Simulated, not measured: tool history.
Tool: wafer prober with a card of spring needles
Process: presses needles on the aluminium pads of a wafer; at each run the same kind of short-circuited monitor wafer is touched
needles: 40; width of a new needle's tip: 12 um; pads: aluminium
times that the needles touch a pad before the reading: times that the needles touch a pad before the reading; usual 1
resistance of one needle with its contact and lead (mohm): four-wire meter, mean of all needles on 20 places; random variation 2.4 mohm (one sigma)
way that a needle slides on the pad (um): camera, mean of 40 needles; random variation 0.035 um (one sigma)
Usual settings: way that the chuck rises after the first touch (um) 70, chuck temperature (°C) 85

run	hour	way that the chuck rises after the first touch (um)	chuck temperature (°C)	times that the needles touch a pad before the reading	resistance of one needle with its contact and lead (mohm)	way that a needle slides on the pad (um)
1	0.0	70	85	1	281	8.90
# hour 29.3: tips cleaned on abrasive film
2	41.4	70	75	1	312	8.89
# hour 56.2: tips cleaned on abrasive film
# hour 82.6: tips cleaned on abrasive film
# hour 82.9: height of the first contact set anew
3	89.5	70	75	1	307	9.09
# hour 109.6: tips cleaned on abrasive film
# hour 137.0: tips cleaned on abrasive film
4	137.0	71	85	1	285	9.21
# hour 163.6: tips cleaned on abrasive film
# hour 192.7: tips cleaned on abrasive film
5	195.4	71	85	1	296	9.10
# hour 222.0: tips cleaned on abrasive film
6	243.6	71	85	1	318	9.22
# hour 250.0: tips cleaned on abrasive film
# hour 277.9: tips cleaned on abrasive film
7	282.1	61	68	2	292	7.83
# hour 304.8: tips cleaned on abrasive film
8	309.5	50	36	1	323	6.45
# hour 333.9: tips cleaned on abrasive film
# hour 363.4: tips cleaned on abrasive film
9	368.5	57	63	3	293	7.36
# hour 393.3: tips cleaned on abrasive film
10	418.5	57	63	3	303	7.29
# hour 422.0: tips cleaned on abrasive film
11	443.7	70	85	1	323	9.03

5 ways to go on from here, each from the tool as it stands after run 11. What would each give?
# hour 448.5: tips cleaned on abrasive film
# hour 474.5: tips cleaned on abrasive film
A	489.2	70	85	1	?	?
# hour 448.5: tips cleaned on abrasive film
# hour 474.5: tips cleaned on abrasive film
B	489.2	70	31	1	?	?
# hour 448.5: tips cleaned on abrasive film
# hour 474.5: tips cleaned on abrasive film
C	489.2	74	117	1	?	?
# hour 448.5: tips cleaned on abrasive film
# hour 474.5: tips cleaned on abrasive film
D	489.2	58	28	1	?	?
# hour 448.5: tips cleaned on abrasive film
# hour 474.5: tips cleaned on abrasive film
E	489.2	70	85	1	?	?

run	resistance of one needle with its contact and lead (mohm)	way that a needle slides on the pad (um)
A	318	9.02
B	301	9.03
C	323	9.52
D	330	7.47
E	325	8.97
Without the tool's hidden state the same runs would have given:
run	resistance of one needle with its contact and lead (mohm)	way that a needle slides on the pad (um)
A	274	9.13
B	255	9.14
C	285	9.64
D	264	7.59
E	281	9.09
